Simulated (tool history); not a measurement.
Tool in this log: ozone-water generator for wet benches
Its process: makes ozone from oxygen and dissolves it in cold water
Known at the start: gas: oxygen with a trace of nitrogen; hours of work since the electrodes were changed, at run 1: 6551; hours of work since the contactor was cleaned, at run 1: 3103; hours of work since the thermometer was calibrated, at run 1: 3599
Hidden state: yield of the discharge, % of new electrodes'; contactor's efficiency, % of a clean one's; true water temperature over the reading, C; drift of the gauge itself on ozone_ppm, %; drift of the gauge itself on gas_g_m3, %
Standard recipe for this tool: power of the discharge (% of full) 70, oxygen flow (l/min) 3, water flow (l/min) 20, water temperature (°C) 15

run	hour	power of the discharge (% of full)	oxygen flow (l/min)	water flow (l/min)	water temperature (°C)	hours of work since the electrodes were changed	hours of work since the contactor was cleaned	hours of work since the thermometer was calibrated	dissolved ozone (ppm)	ozone in the gas ahead of the water (g/m3)
1	0	70	3	20	15	6551	3103	3599	23.4	260.6
2	193.5	70	3	20	9	6716	3268	3765	24.6	262.5
# hour 313: water thermometer calibrated
3	420.7	70	3	20	15	6910	3462	92	23.3	263.5
4	572.3	70	2.46	20	15	7039	3592	222	22.7	294.2
5	670.1	70	2.46	20	15	7123	3675	305	22.7	296.1
6	825	70	3	20	15	7255	3808	438	23.5	263.1
7	927.7	70	3	20	15	7343	3895	525	23.5	261.8
8	1083.8	70	3	20	15	7477	4029	659	23.3	262.6
9	1248.8	70	3	20	15	7618	4170	800	23.6	265.2
10	1437.3	70	3.28	20	15	7779	4331	961	23.5	252.8
11	1587.8	70	3.28	20	15	7907	4460	1090	23.7	251.6
12	1801.6	70	3.28	20	15	8090	4642	1272	23.6	250.6
13	1908	70	3	20	15	8181	4733	1363	23.3	265
14	2121.1	96	2.48	20	15	8363	4916	1546	28.7	374.7
15	2348.9	86	2.48	28	20	8558	5110	1740	19	343.9
16	2520	86	2.48	28	20	8704	5256	1887	19.1	346
# hour 2560: contactor cleaned
17	2637.1	86	2.48	28	20	8801	66	1983	18.9	345.8
18	2761.5	86	2.03	23	20	8907	172	2090	22.1	392.3
19	2926.5	47	1.8	14	11	9048	313	2231	22.8	269.2
# hour 3037.5: gauge calibrated
20	3113.7	47	1.8	14	11	9208	473	2391	22.9	262.3
21	3246.6	70	4.09	16	15	9322	587	2504	28.4	217.1
22	3455.8	70	4.09	16	15	9501	766	2683	28.3	220
23	3629	70	2.61	27	15	9649	914	2831	17.7	284.8
24	3823.3	70	2.61	27	15	9815	1080	2997	17.6	284.6
25	4020.4	70	2.61	27	15	9983	1248	3166	17.6	287.2

Forecast each of these 5 alternatives for the next run:
A	4209.7	70	2.61	27	11	10145	1410	3327	?	?
B	4209.7	70	3.31	25	14	10145	1410	3327	?	?
C	4209.7	70	3.11	20	15	10145	1410	3327	?	?
D	4209.7	49	2.61	27	11	10145	1410	3327	?	?
E	4209.7	48	2.61	12	16	10145	1410	3327	?	?

run	dissolved ozone (ppm)	ozone in the gas ahead of the water (g/m3)
A	18.3	286.4
B	19.5	250.5
C	23.6	259.1
D	14.2	220.4
E	25.6	219.4
With no hidden state in the tool, these same runs would have given:
run	dissolved ozone (ppm)	ozone in the gas ahead of the water (g/m3)
A	18.4	284.2
B	19.6	248.6
C	23.7	257.1
D	14.2	218.5
E	25.6	217.5

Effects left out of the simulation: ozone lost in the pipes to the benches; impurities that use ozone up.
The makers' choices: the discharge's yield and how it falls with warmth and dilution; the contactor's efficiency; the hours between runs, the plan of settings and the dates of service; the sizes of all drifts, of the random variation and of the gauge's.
